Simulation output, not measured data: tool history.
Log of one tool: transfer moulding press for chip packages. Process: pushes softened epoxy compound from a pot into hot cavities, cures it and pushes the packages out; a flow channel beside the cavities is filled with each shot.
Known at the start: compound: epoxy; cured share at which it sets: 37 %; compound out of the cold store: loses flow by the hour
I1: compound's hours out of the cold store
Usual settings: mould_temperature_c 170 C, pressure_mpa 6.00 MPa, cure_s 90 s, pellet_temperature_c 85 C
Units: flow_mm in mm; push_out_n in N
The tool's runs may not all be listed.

run 1 hour=0.0 | mould_temperature_c=170 pressure_mpa=6.00 cure_s=90 pellet_temperature_c=85 | I1=9.3 | flow_mm=602 push_out_n=234
run 2 hour=7.0 | mould_temperature_c=170 pressure_mpa=6.00 cure_s=90 pellet_temperature_c=85 | I1=25.5 | flow_mm=555 push_out_n=242
run 3 hour=21.2 | mould_temperature_c=170 pressure_mpa=6.00 cure_s=90 pellet_temperature_c=85 | I1=39.2 | flow_mm=505 push_out_n=255
run 4 hour=34.3 | mould_temperature_c=170 pressure_mpa=6.00 cure_s=90 pellet_temperature_c=85 | I1=38.4 | flow_mm=528 push_out_n=279
run 5 hour=45.9 | mould_temperature_c=170 pressure_mpa=6.00 cure_s=90 pellet_temperature_c=85 | I1=23.6 | flow_mm=547 push_out_n=296
run 6 hour=54.1 | mould_temperature_c=170 pressure_mpa=6.00 cure_s=90 pellet_temperature_c=85 | I1=10.3 | flow_mm=590 push_out_n=307
run 7 hour=63.7 | mould_temperature_c=170 pressure_mpa=6.00 cure_s=90 pellet_temperature_c=85 | I1=17.7 | flow_mm=571 push_out_n=315
-- hour=69.3 cavities cleaned with cleaning compound and waxed
run 8 hour=77.9 | mould_temperature_c=170 pressure_mpa=6.00 cure_s=90 pellet_temperature_c=85 | I1=17.8 | flow_mm=571 push_out_n=383
run 9 hour=91.6 | mould_temperature_c=170 pressure_mpa=6.00 cure_s=90 pellet_temperature_c=85 | I1=8.8 | flow_mm=596 push_out_n=406
run 10 hour=105.9 | mould_temperature_c=170 pressure_mpa=6.00 cure_s=90 pellet_temperature_c=85 | I1=19.4 | flow_mm=549 push_out_n=398
run 11 hour=113.0 | mould_temperature_c=170 pressure_mpa=6.00 cure_s=90 pellet_temperature_c=85 | I1=32.5 | flow_mm=522 push_out_n=378
run 12 hour=119.8 | mould_temperature_c=170 pressure_mpa=5.72 cure_s=93 pellet_temperature_c=79 | I1=9.7 | flow_mm=584 push_out_n=394
run 13 hour=129.6 | mould_temperature_c=170 pressure_mpa=5.72 cure_s=93 pellet_temperature_c=79 | I1=9.8 | flow_mm=561 push_out_n=400
-- hour=138.9 cavities cleaned with cleaning compound and waxed
run 14 hour=143.5 | mould_temperature_c=170 pressure_mpa=6.00 cure_s=118 pellet_temperature_c=85 | I1=24.2 | flow_mm=547 push_out_n=198
run 15 hour=150.8 | mould_temperature_c=170 pressure_mpa=6.00 cure_s=120 pellet_temperature_c=85 | I1=12.0 | flow_mm=570 push_out_n=200
-- hour=158.7 cavities cleaned with cleaning compound and waxed, once more
run 16 hour=166.2 | mould_temperature_c=170 pressure_mpa=6.00 cure_s=86 pellet_temperature_c=80 | I1=31.4 | flow_mm=538 push_out_n=258
run 17 hour=174.5 | mould_temperature_c=172 pressure_mpa=6.94 cure_s=90 pellet_temperature_c=85 | I1=14.9 | flow_mm=613 push_out_n=232
run 18 hour=186.9 | mould_temperature_c=174 pressure_mpa=6.00 cure_s=71 pellet_temperature_c=85 | I1=17.0 | flow_mm=560 push_out_n=345
run 19 hour=198.7 | mould_temperature_c=174 pressure_mpa=6.00 cure_s=71 pellet_temperature_c=79 | I1=36.2 | flow_mm=505 push_out_n=337
run 20 hour=211.2 | mould_temperature_c=174 pressure_mpa=6.00 cure_s=71 pellet_temperature_c=79 | I1=30.1 | flow_mm=513 push_out_n=372
-- hour=227.7 cavities cleaned with cleaning compound and waxed
run 21 hour=228.0 | mould_temperature_c=174 pressure_mpa=6.00 cure_s=76 pellet_temperature_c=93 | I1=29.9 | flow_mm=515 push_out_n=232

Forecast each of these 4 alternatives for the next run:
run A hour=242.8 | mould_temperature_c=163 pressure_mpa=6.00 cure_s=105 pellet_temperature_c=85 | I1=24.1 | flow_mm=? push_out_n=?
run B hour=242.8 | mould_temperature_c=167 pressure_mpa=6.00 cure_s=108 pellet_temperature_c=93 | I1=33.8 | flow_mm=? push_out_n=?
run C hour=242.8 | mould_temperature_c=165 pressure_mpa=6.00 cure_s=76 pellet_temperature_c=86 | I1=17.9 | flow_mm=? push_out_n=?
run D hour=242.8 | mould_temperature_c=174 pressure_mpa=6.00 cure_s=126 pellet_temperature_c=93 | I1=31.9 | flow_mm=? push_out_n=?

run=A flow_mm=550 push_out_n=312
run=B flow_mm=513 push_out_n=223
run=C flow_mm=571 push_out_n=538
run=D flow_mm=520 push_out_n=199
Without the tool's hidden state the same runs would have given:
run=A flow_mm=610 push_out_n=289
run=B flow_mm=568 push_out_n=202
run=C flow_mm=632 push_out_n=498
run=D flow_mm=575 push_out_n=178

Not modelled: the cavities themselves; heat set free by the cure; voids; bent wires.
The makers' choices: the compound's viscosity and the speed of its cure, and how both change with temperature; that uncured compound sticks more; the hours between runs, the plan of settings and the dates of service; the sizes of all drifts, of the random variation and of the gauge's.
